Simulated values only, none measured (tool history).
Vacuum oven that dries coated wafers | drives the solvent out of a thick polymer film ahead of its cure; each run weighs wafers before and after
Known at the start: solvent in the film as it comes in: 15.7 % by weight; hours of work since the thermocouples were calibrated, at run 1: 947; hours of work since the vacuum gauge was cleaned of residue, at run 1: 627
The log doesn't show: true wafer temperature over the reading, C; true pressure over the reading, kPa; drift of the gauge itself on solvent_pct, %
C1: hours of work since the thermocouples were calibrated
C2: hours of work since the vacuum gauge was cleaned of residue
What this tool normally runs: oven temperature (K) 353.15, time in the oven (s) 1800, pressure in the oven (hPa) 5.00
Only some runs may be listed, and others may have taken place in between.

{"run": 1, "hour": 0.0, "oven temperature (K)": 353.15, "time in the oven (s)": 1800, "pressure in the oven (hPa)": 5.0, "C1": 947, "C2": 627, "solvent left in the film (%)": 2.33}
{"run": 2, "hour": 58.9, "oven temperature (K)": 353.15, "time in the oven (s)": 1800, "pressure in the oven (hPa)": 5.0, "C1": 987, "C2": 667, "solvent left in the film (%)": 2.38}
{"run": 3, "hour": 123.0, "oven temperature (K)": 353.15, "time in the oven (s)": 1800, "pressure in the oven (hPa)": 5.0, "C1": 1031, "C2": 711, "solvent left in the film (%)": 2.43}
{"run": 4, "hour": 156.8, "oven temperature (K)": 353.15, "time in the oven (s)": 1260, "pressure in the oven (hPa)": 5.0, "C1": 1053, "C2": 734, "solvent left in the film (%)": 3.99}
{"run": 5, "hour": 209.5, "oven temperature (K)": 353.15, "time in the oven (s)": 1260, "pressure in the oven (hPa)": 5.0, "C1": 1089, "C2": 769, "solvent left in the film (%)": 4.02}
{"hour": 247.0, "done": "oven's thermocouples calibrated"}
{"run": 6, "hour": 268.9, "oven temperature (K)": 353.15, "time in the oven (s)": 1260, "pressure in the oven (hPa)": 5.0, "C1": 15, "C2": 808, "solvent left in the film (%)": 3.21}
{"run": 7, "hour": 310.2, "oven temperature (K)": 353.15, "time in the oven (s)": 1260, "pressure in the oven (hPa)": 5.0, "C1": 43, "C2": 836, "solvent left in the film (%)": 3.22}
{"run": 8, "hour": 354.1, "oven temperature (K)": 353.15, "time in the oven (s)": 1260, "pressure in the oven (hPa)": 5.0, "C1": 73, "C2": 866, "solvent left in the film (%)": 3.33}
{"run": 9, "hour": 386.3, "oven temperature (K)": 366.15, "time in the oven (s)": 1800, "pressure in the oven (hPa)": 5.0, "C1": 94, "C2": 888, "solvent left in the film (%)": 0.23}
{"run": 10, "hour": 424.8, "oven temperature (K)": 353.15, "time in the oven (s)": 1020, "pressure in the oven (hPa)": 5.0, "C1": 121, "C2": 914, "solvent left in the film (%)": 4.26}
{"run": 11, "hour": 492.7, "oven temperature (K)": 353.15, "time in the oven (s)": 1020, "pressure in the oven (hPa)": 5.0, "C1": 167, "C2": 960, "solvent left in the film (%)": 4.37}
{"run": 12, "hour": 545.7, "oven temperature (K)": 348.15, "time in the oven (s)": 1020, "pressure in the oven (hPa)": 5.0, "C1": 203, "C2": 996, "solvent left in the film (%)": 5.9}
{"run": 13, "hour": 605.6, "oven temperature (K)": 353.15, "time in the oven (s)": 2280, "pressure in the oven (hPa)": 5.0, "C1": 243, "C2": 1037, "solvent left in the film (%)": 1.29}
{"run": 14, "hour": 661.2, "oven temperature (K)": 353.15, "time in the oven (s)": 1800, "pressure in the oven (hPa)": 5.0, "C1": 281, "C2": 1074, "solvent left in the film (%)": 2.03}
{"run": 15, "hour": 709.2, "oven temperature (K)": 353.15, "time in the oven (s)": 1800, "pressure in the oven (hPa)": 5.0, "C1": 313, "C2": 1107, "solvent left in the film (%)": 1.97}
{"run": 16, "hour": 742.5, "oven temperature (K)": 353.15, "time in the oven (s)": 1800, "pressure in the oven (hPa)": 5.0, "C1": 336, "C2": 1130, "solvent left in the film (%)": 2.05}
{"run": 17, "hour": 787.1, "oven temperature (K)": 360.15, "time in the oven (s)": 1680, "pressure in the oven (hPa)": 2.57, "C1": 366, "C2": 1160, "solvent left in the film (%)": 0.84}
{"run": 18, "hour": 839.9, "oven temperature (K)": 353.15, "time in the oven (s)": 1800, "pressure in the oven (hPa)": 6.42, "C1": 402, "C2": 1196, "solvent left in the film (%)": 2.17}
{"hour": 847.3, "done": "vacuum gauge cleaned of residue and calibrated"}
{"run": 19, "hour": 900.8, "oven temperature (K)": 353.15, "time in the oven (s)": 1800, "pressure in the oven (hPa)": 6.42, "C1": 442, "C2": 36, "solvent left in the film (%)": 2.2}
{"run": 20, "hour": 952.0, "oven temperature (K)": 353.15, "time in the oven (s)": 1800, "pressure in the oven (hPa)": 6.42, "C1": 477, "C2": 71, "solvent left in the film (%)": 2.13}
{"run": 21, "hour": 1001.9, "oven temperature (K)": 353.15, "time in the oven (s)": 1020, "pressure in the oven (hPa)": 6.42, "C1": 511, "C2": 105, "solvent left in the film (%)": 4.53}
{"run": 22, "hour": 1041.3, "oven temperature (K)": 353.15, "time in the oven (s)": 3240, "pressure in the oven (hPa)": 5.88, "C1": 538, "C2": 132, "solvent left in the film (%)": 0.58}
{"run": 23, "hour": 1107.3, "oven temperature (K)": 353.15, "time in the oven (s)": 3240, "pressure in the oven (hPa)": 5.88, "C1": 582, "C2": 176, "solvent left in the film (%)": 0.7}
{"run": 24, "hour": 1172.3, "oven temperature (K)": 353.15, "time in the oven (s)": 3240, "pressure in the oven (hPa)": 5.88, "C1": 626, "C2": 220, "solvent left in the film (%)": 0.75}
{"run": 25, "hour": 1226.5, "oven temperature (K)": 353.15, "time in the oven (s)": 3240, "pressure in the oven (hPa)": 5.88, "C1": 663, "C2": 257, "solvent left in the film (%)": 0.71}
{"hour": 1266.9, "done": "vacuum gauge cleaned of residue and calibrated, once more"}
{"run": 26, "hour": 1279.8, "oven temperature (K)": 353.15, "time in the oven (s)": 1800, "pressure in the oven (hPa)": 3.65, "C1": 698, "C2": 9, "solvent left in the film (%)": 2.14}
{"run": 27, "hour": 1328.9, "oven temperature (K)": 353.15, "time in the oven (s)": 1800, "pressure in the oven (hPa)": 5.0, "C1": 732, "C2": 42, "solvent left in the film (%)": 2.13}
{"run": 28, "hour": 1387.9, "oven temperature (K)": 340.15, "time in the oven (s)": 2700, "pressure in the oven (hPa)": 3.75, "C1": 772, "C2": 82, "solvent left in the film (%)": 4.29}
{"run": 29, "hour": 1429.1, "oven temperature (K)": 353.15, "time in the oven (s)": 1440, "pressure in the oven (hPa)": 3.66, "C1": 800, "C2": 110, "solvent left in the film (%)": 3.14}
{"run": 30, "hour": 1490.9, "oven temperature (K)": 367.15, "time in the oven (s)": 1440, "pressure in the oven (hPa)": 8.29, "C1": 841, "C2": 152, "solvent left in the film (%)": 0.5}
{"run": 31, "hour": 1526.0, "oven temperature (K)": 367.15, "time in the oven (s)": 2580, "pressure in the oven (hPa)": 3.81, "C1": 865, "C2": 176, "solvent left in the film (%)": 0.1}
{"run": 32, "hour": 1573.0, "oven temperature (K)": 341.15, "time in the oven (s)": 1800, "pressure in the oven (hPa)": 8.01, "C1": 897, "C2": 208, "solvent left in the film (%)": 6.29}

Predict each of these 3 candidate next runs independently; none follows another, all start after run 32:
{"run": "A", "hour": 1628.8, "oven temperature (K)": 368.15, "time in the oven (s)": 1440, "pressure in the oven (hPa)": 10.04, "C1": 935, "C2": 245, "solvent left in the film (%)": "?"}
{"run": "B", "hour": 1628.8, "oven temperature (K)": 341.15, "time in the oven (s)": 2940, "pressure in the oven (hPa)": 16.69, "C1": 935, "C2": 245, "solvent left in the film (%)": "?"}
{"run": "C", "hour": 1628.8, "oven temperature (K)": 341.15, "time in the oven (s)": 1980, "pressure in the oven (hPa)": 8.01, "C1": 935, "C2": 245, "solvent left in the film (%)": "?"}

run=A solvent_left_in_the_film_(%)=0.55
run=B solvent_left_in_the_film_(%)=4.28
run=C solvent_left_in_the_film_(%)=5.74
Take away the tool's hidden state, keep each run's random variation, and the runs would have read:
run=A solvent_left_in_the_film_(%)=0.43
run=B solvent_left_in_the_film_(%)=3.67
run=C solvent_left_in_the_film_(%)=5.13

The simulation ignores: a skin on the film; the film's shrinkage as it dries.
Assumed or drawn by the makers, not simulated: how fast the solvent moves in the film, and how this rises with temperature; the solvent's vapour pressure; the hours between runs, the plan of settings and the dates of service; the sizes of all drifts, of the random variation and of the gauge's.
